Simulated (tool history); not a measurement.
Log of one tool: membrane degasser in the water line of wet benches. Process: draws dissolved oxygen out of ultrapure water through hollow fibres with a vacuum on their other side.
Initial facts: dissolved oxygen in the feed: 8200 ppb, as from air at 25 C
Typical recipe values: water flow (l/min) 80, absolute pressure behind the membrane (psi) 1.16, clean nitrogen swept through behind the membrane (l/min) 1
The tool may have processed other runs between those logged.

run    hour  water flow (l/min)  absolute pressure behind the membrane (psi)  clean nitrogen swept through behind the membrane (l/min)  dissolved oxygen in the water behind the degasser (ppb)  pressure that the water loses in the fibres (psi)
  1       0                  80                                         1.16                                                         1                                                    915.7                                              6.372
  2    65.3                  80                                         1.16                                                         1                                                    920.2                                              6.335
  3   134.4                  80                                         1.16                                                      0.71                                                   1055.5                                              6.325
  4   197.7                  80                                         1.16                                                         1                                                    920.6                                              6.363
  5   336.9                  80                                         1.16                                                         1                                                    915.6                                              6.327
  6   477.4                  80                                         1.16                                                         1                                                    920.8                                              6.356
  7   548.7                  80                                         1.16                                                         1                                                    919.9                                               6.35
  8   611.7                  80                                         1.16                                                         1                                                    921.1                                              6.376
  9   740.5                  80                                         1.16                                                         1                                                    919.7                                              6.348
 10   826.3                  74                                         1.16                                                         1                                                    841.5                                              5.893
 11   954.9                  80                                         1.16                                                      0.55                                                   1158.2                                              6.399
      997.2  -- vacuum gauge calibrated
 12  1086.5                  80                                         1.16                                                      0.55                                                   1175.6                                              6.377
 13    1190                  80                                        1.566                                                         1                                                   1233.7                                              6.331
     1266.1  -- vacuum gauge calibrated, once more
 14  1282.6                  50                                         1.16                                                         1                                                    532.6                                              4.002
 15  1350.4                  50                                         1.16                                                         1                                                    530.1                                              3.993
 16  1479.6                  80                                         1.16                                                         1                                                    912.8                                              6.377
 17  1619.6                  79                                         1.51                                                         1                                                   1159.1                                              6.321
 18  1677.7                  80                                         1.05                                                      1.56                                                    699.1                                              6.382
 19  1785.2                  80                                         1.05                                                      1.56                                                    696.8                                               6.35
 20  1881.1                  80                                         1.05                                                      1.56                                                    701.8                                              6.374
 21  2013.2                  80                                         1.16                                                      1.69                                                    741.8                                              6.405
     2063.9  -- seals of the vacuum lines changed
 22  2078.9                  80                                         1.16                                                      1.69                                                    741.9                                              6.395
 23  2209.1                  80                                         1.16                                                      1.69                                                    740.7                                              6.373
 24  2319.2                  80                                         1.16                                                      2.88                                                    602.3                                              6.377
 25  2416.4                  80                                         1.16                                                      2.88                                                    603.4                                              6.377
 26    2486                  58                                         1.16                                                      2.88                                                    365.1                                              4.617
 27  2613.5                  95                                         1.16                                                      1.51                                                    970.1                                               7.58
 28  2682.2                  95                                         1.16                                                      1.51                                                    969.6                                              7.636
 29  2804.7                  92                                        0.734                                                         1                                                    718.2                                              7.342
 30  2861.5                  80                                        1.919                                                       0.9                                                   1550.3                                              6.409
 31  2960.8                 103                                        1.186                                                      1.55                                                     1081                                              8.247
 32  3031.2                 111                                        1.806                                                      0.66                                                   2143.7                                              8.862

Alternative continuations, all from the tool just after run 32; predict every row:
  A  3160.6                 111                                        1.806                                                      2.63                                                        ?                                                  ?
  B  3160.6                  60                                        1.806                                                      0.66                                                        ?                                                  ?
  C  3160.6                 100                                        1.884                                                         1                                                        ?                                                  ?
  D  3160.6                  77                                        2.382                                                      1.59                                                        ?                                                  ?

run  dissolved oxygen in the water behind the degasser (ppb)  pressure that the water loses in the fibres (psi)
  A                                                   1285.5                                              8.898
  B                                                     1353                                               4.78
  C                                                   1752.1                                              8.032
  D                                                   1353.7                                              6.157
Without the tool's hidden state the same runs would have given:
run  dissolved oxygen in the water behind the degasser (ppb)  pressure that the water loses in the fibres (psi)
  A                                                   1256.8                                              8.736
  B                                                     1340                                              4.692
  C                                                   1728.1                                              7.886
  D                                                   1336.1                                              6.044

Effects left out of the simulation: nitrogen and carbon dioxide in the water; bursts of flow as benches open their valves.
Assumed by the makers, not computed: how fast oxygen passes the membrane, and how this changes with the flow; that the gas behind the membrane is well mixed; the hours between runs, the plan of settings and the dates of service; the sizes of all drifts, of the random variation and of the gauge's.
